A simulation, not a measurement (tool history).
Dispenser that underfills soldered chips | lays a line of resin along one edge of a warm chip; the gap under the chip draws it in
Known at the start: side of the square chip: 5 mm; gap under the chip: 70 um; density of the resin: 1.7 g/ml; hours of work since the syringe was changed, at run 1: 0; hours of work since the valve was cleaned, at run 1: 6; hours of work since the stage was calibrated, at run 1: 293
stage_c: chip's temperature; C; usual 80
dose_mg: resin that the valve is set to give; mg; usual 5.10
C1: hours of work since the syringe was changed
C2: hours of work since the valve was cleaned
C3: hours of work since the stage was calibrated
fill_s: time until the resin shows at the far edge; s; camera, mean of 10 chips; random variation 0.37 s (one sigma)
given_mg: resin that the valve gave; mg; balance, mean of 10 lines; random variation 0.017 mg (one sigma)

Run 1, hour 0.0: usual settings; C1 0; C2 6; C3 293. Result: fill_s 21.6 s, given_mg 5.11 mg.
Run 2, hour 9.0: usual settings; C1 6; C2 12; C3 299. Result: fill_s 27.3 s, given_mg 5.09 mg.
At hour 12.7: new syringe of resin.
Run 3, hour 16.7: usual settings; C1 2; C2 17; C3 304. Result: fill_s 23.8 s, given_mg 5.10 mg.
At hour 26.0: new syringe of resin.
Run 4, hour 28.6: usual settings; C1 2; C2 24; C3 311. Result: fill_s 23.2 s, given_mg 5.06 mg.
Run 5, hour 36.4: usual settings; C1 6; C2 29; C3 316. Result: fill_s 28.7 s, given_mg 5.07 mg.
At hour 39.5: new syringe of resin.
Run 6, hour 45.1: usual settings; C1 4; C2 34; C3 321. Result: fill_s 24.5 s, given_mg 5.06 mg.
Run 7, hour 52.0: usual settings but stage_c 74 C; C1 8; C2 38; C3 325. Result: fill_s 41.5 s, given_mg 5.02 mg.
At hour 53.3: new syringe of resin.
Run 8, hour 61.9: usual settings but stage_c 74 C; C1 5; C2 44; C3 331. Result: fill_s 36.7 s, given_mg 5.02 mg.
At hour 67.1: new syringe of resin.
Run 9, hour 71.3: usual settings but stage_c 74 C; C1 3; C2 50; C3 337. Result: fill_s 31.6 s, given_mg 5.02 mg.
At hour 73.3: dispensing valve cleaned and set on the balance.
Run 10, hour 79.1: usual settings but stage_c 74 C; C1 7; C2 4; C3 341. Result: fill_s 39.7 s, given_mg 5.09 mg.
At hour 81.6: new syringe of resin.
Run 11, hour 88.4: usual settings but stage_c 68 C, dose_mg 4.32 mg; C1 4; C2 9; C3 346. Result: fill_s 48.7 s, given_mg 4.27 mg.
At hour 94.7: new syringe of resin.
Run 12, hour 96.1: usual settings but stage_c 68 C, dose_mg 4.32 mg; C1 1; C2 14; C3 351. Result: fill_s 41.7 s, given_mg 4.30 mg.
Run 13, hour 103.8: usual settings but dose_mg 5.76 mg; C1 6; C2 19; C3 356. Result: fill_s 26.2 s, given_mg 5.70 mg.

Run 14 comes next. What will it give?
At hour 107.8: new syringe of resin.
Run 14, hour 111.0: usual settings but stage_c 73 C, dose_mg 4.45 mg; C1 2; C2 23; C3 360. Result: fill_s ?, given_mg ?.

{"run 14": {"fill_s": 32.9, "given_mg": 4.41}}
Without the tool's hidden state the same run would have given fill_s 32.3 s, given_mg 4.47 mg.
